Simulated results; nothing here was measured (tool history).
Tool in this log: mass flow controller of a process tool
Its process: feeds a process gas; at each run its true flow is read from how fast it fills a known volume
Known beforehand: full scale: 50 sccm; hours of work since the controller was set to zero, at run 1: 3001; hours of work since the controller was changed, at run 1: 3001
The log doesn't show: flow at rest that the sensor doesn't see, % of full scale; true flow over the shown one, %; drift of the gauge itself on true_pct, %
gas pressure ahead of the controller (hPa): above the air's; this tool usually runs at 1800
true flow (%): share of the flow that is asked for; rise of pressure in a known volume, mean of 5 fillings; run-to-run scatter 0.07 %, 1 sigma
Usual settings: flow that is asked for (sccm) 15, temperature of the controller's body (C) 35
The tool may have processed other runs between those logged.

run,day,flow that is asked for (sccm),gas pressure ahead of the controller (hPa),temperature of the controller's body (C),hours of work since the controller was set to zero,hours of work since the controller was changed,true flow (%)
1,0.000,15,1800,35,3001,3001,97.52
2,17.529,43,1800,35,3267,3267,99.01
3,35.033,15,1800,35,3532,3532,97.43
4,49.708,15,2180,35,3754,3754,97.26
5,69.542,15,2180,29,4055,4055,97.66
6,91.712,15,2180,29,4391,4391,97.65
7,107.183,15,1800,26,4625,4625,98.15
8,125.271,15,1800,29,4899,4899,97.75
9,139.042,35,1800,35,5108,5108,98.33
10,158.342,35,2510,35,5401,5401,97.97
11,180.254,35,2510,35,5733,5733,97.80
12,200.675,35,2510,35,6042,6042,97.81
# day 207.262: controller's zero set anew
13,212.533,35,2510,35,80,6222,97.85
14,227.975,15,1800,35,314,6456,97.04
15,239.688,15,1800,35,491,6633,97.14
16,256.492,15,1860,35,746,6888,97.11
17,268.954,36,1800,35,935,7077,98.11
18,287.462,36,2490,35,1215,7357,97.76
19,297.400,36,2490,35,1366,7508,97.84
20,306.679,36,2490,35,1507,7648,97.72
21,318.967,34,1800,35,1693,7835,97.97
22,333.433,15,1800,35,1912,8054,96.97
23,343.738,15,1800,35,2068,8210,96.97
24,365.325,15,1800,35,2395,8537,96.92
# day 382.150: controller exchanged for a calibrated one
25,382.150,6,1710,27,0,0,97.13
26,392.733,6,2140,27,160,160,96.93
27,401.708,31,1710,38,296,296,97.34
28,417.388,9,2290,22,534,534,97.46
29,430.708,9,2290,22,736,736,97.45
30,451.138,48,1690,22,1046,1046,99.64
# day 452.300: gauge calibrated
31,468.454,7,1540,35,1308,1308,97.35
32,479.638,30,2030,35,1477,1477,98.04
33,489.658,30,2030,35,1629,1629,98.02
34,508.979,39,2110,28,1922,1922,99.05
35,527.150,43,2040,36,2197,2197,98.63
36,539.338,45,1810,26,2382,2382,99.42
37,555.558,15,1800,24,2628,2628,98.33
38,574.288,30,2670,20,2912,2912,98.83
39,584.021,30,2670,20,3059,3059,98.85
40,601.017,5,2780,34,3317,3317,96.53
41,619.921,5,1400,28,3603,3603,97.52
42,629.396,7,2450,22,3747,3747,97.66
43,650.667,12,2450,21,4069,4069,97.89
44,666.554,8,1680,33,4310,4310,97.18
45,679.175,18,1840,23,4501,4501,98.21
46,700.717,18,1840,23,4828,4828,98.30
47,716.850,18,2090,29,5072,5072,97.51

Here are 5 independent what-if runs from the current tool condition. What would each one return?
A,730.762,50,1800,35,5283,5283,?
B,730.762,7,1920,25,5283,5283,?
C,730.762,47,2550,22,5283,5283,?
D,730.762,15,2460,38,5283,5283,?
E,730.762,22,2310,35,5283,5283,?

run,true flow (%)
A,98.88
B,97.50
C,99.34
D,96.63
E,97.10
Had the tool no hidden state, the same runs would have come out as:
run,true flow (%)
A,99.37
B,97.93
C,99.83
D,97.09
E,97.57
